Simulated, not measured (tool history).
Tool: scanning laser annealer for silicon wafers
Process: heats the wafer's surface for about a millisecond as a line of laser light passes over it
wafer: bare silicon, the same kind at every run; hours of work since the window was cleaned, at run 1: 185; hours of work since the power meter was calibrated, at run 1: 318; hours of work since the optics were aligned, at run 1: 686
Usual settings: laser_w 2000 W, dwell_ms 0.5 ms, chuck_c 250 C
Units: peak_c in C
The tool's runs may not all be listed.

run	hour	laser_w	dwell_ms	chuck_c	hours of work since the window was cleaned	hours of work since the power meter was calibrated	hours of work since the optics were aligned	peak_c
1	0	2000	0.5	250	185	318	686	957
2	25.8	2000	0.5	250	205	338	706	954
3	68.4	2000	0.5	250	238	371	739	950
4	100	2000	0.5	250	263	396	764	945
5	136.4	2000	0.5	250	292	425	793	942
# hour 186.4: window over the wafer cleaned
6	196.9	2000	0.5	250	8	471	839	973
7	254.7	2000	0.5	250	54	516	884	970
8	292.3	2000	0.5	250	83	546	914	962
9	344	2000	0.5	250	124	586	954	954
10	402.1	2000	0.5	250	170	632	1000	958
11	449.8	2000	0.5	250	207	670	1038	951
12	507.1	2000	0.5	250	252	715	1083	946
13	543.3	2000	0.5	250	281	743	1111	942
14	572.4	2000	0.5	250	303	766	1134	938
# hour 605.6: window over the wafer cleaned
15	611.6	2000	0.5	250	5	795	1163	975
16	653.3	2000	0.5	250	38	828	1196	973
17	699.5	2000	0.5	250	74	864	1232	964
18	743.5	2000	0.5	250	108	899	1267	961
19	776.3	2000	0.5	289	134	925	1293	999
20	833.2	2000	0.5	289	179	969	1337	993
21	883.3	2000	0.371	244	218	1009	1377	828
22	917.6	1969	0.367	238	245	1036	1404	809
23	972.8	1716	0.375	275	289	1079	1447	772
24	1012.7	1716	0.375	275	320	1111	1478	769
# hour 1024: window over the wafer cleaned
# hour 1050: optics aligned, line set to its width
25	1071.9	1716	0.375	275	34	1152	17	797
26	1130.4	1986	0.443	250	80	1198	63	911
27	1172.6	1938	0.368	232	113	1231	96	811
28	1229.1	1938	0.368	232	157	1275	141	806
29	1279.2	1731	0.417	217	197	1315	180	761
30	1312.2	1785	0.424	237	223	1340	206	805
31	1339.1	2000	0.478	250	244	1362	227	934
32	1373.6	2000	0.5	257	271	1389	254	957
33	1407.6	2000	0.453	226	298	1416	281	881
34	1441.4	1719	0.554	282	324	1442	308	912
# hour 1448: window over the wafer cleaned
35	1499.8	1714	0.518	224	41	1486	352	857
36	1538.2	1714	0.401	270	71	1517	382	811
37	1584.5	1714	0.401	270	107	1553	419	805
38	1619.5	2019	0.362	219	135	1581	446	811
39	1647.4	2019	0.362	219	157	1602	468	811
40	1702.8	2019	0.362	219	200	1646	512	808

How the hidden state differs across the entries between the runs, from the last listed run before each to the first after it:
Between runs 5 and 6: window over the wafer cleaned (hour 186.4)
  light that passes the window, % of a clean one's: 95.77 -> 99.55; laser's true power over the reading, %: 0.04 -> 0.06; width of the line over the set one, %: 0.93 -> 0.98
  measured less the result without the state, peak_c: -34 -> -6 C
Between runs 14 and 15: window over the wafer cleaned (hour 605.6)
  light that passes the window, % of a clean one's: 95.2 -> 99.72; laser's true power over the reading, %: 0.17 -> 0.19; width of the line over the set one, %: 1.32 -> 1.36
  measured less the result without the state, peak_c: -39 -> -5 C
Between runs 24 and 25: window over the wafer cleaned (hour 1024); optics aligned, line set to its width (hour 1050)
  light that passes the window, % of a clean one's: 95.07 -> 99.36; laser's true power over the reading, %: 0.31 -> 0.33; width of the line over the set one, %: 1.73 -> 0.38
  measured less the result without the state, peak_c: -29 -> -2 C
Between runs 34 and 35: window over the wafer cleaned (hour 1448)
  light that passes the window, % of a clean one's: 95.21 -> 99.38; laser's true power over the reading, %: 0.44 -> 0.45; width of the line over the set one, %: 0.73 -> 0.78
  measured less the result without the state, peak_c: -32 -> -4 C
